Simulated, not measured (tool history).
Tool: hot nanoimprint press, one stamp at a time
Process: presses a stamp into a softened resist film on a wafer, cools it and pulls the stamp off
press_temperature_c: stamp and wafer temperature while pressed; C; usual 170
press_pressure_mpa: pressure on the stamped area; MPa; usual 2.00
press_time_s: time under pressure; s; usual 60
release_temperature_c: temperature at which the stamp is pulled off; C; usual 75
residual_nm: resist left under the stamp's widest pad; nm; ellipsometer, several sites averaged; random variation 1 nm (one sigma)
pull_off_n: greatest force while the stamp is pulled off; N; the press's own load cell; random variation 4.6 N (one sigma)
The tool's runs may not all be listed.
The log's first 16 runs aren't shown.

run	day	press_temperature_c	press_pressure_mpa	press_time_s	release_temperature_c	hours of work since the thermocouple was calibrated	imprints on the stamp's release coat	hours of work since the press's seals were changed	residual_nm	pull_off_n
17	15.554	175	2.00	68	75	246	750	695	113.2	267
# day 15.792: plate thermocouple calibrated
18	16.600	175	2.00	68	75	8	781	704	116.5	273
19	17.608	169	2.00	68	75	18	814	714	165.5	278
20	18.638	169	2.05	68	75	28	849	724	163.7	289
# day 19.462: press's hydraulic seals changed and the load cell set to zero
21	19.608	180	2.00	62	79	35	870	1	87.5	275
22	20.900	180	2.00	62	79	48	913	14	87.9	274
# day 21.700: plate thermocouple calibrated, once more
23	22.079	167	2.00	60	70	4	948	25	178.7	311
24	22.942	164	1.63	87	66	12	977	33	202.1	313
# day 23.383: stamp cleaned and given a new release coat
25	23.783	166	1.63	38	66	18	13	39	238.9	268
26	25.004	166	1.63	38	66	30	54	52	239.7	266
27	25.658	170	2.00	91	72	37	76	58	125.5	237
28	26.350	181	3.10	31	77	44	99	65	83.2	223
29	27.258	181	2.00	60	75	53	129	74	80.1	232
30	28.175	170	3.07	60	75	62	159	83	122.8	230

3 ways to go on from here, each from the tool as it stands after run 30. What would each give?
A	29.500	170	3.07	81	74	75	203	96	?	?
B	29.500	179	3.07	64	82	75	203	96	?	?
C	29.500	170	2.00	73	75	75	203	96	?	?

run	residual_nm	pull_off_n
A	108.7	240
B	70.1	210
C	140.0	246
Without the tool's hidden state the same runs would have given:
run	residual_nm	pull_off_n
A	105.4	226
B	68.1	198
C	136.1	231

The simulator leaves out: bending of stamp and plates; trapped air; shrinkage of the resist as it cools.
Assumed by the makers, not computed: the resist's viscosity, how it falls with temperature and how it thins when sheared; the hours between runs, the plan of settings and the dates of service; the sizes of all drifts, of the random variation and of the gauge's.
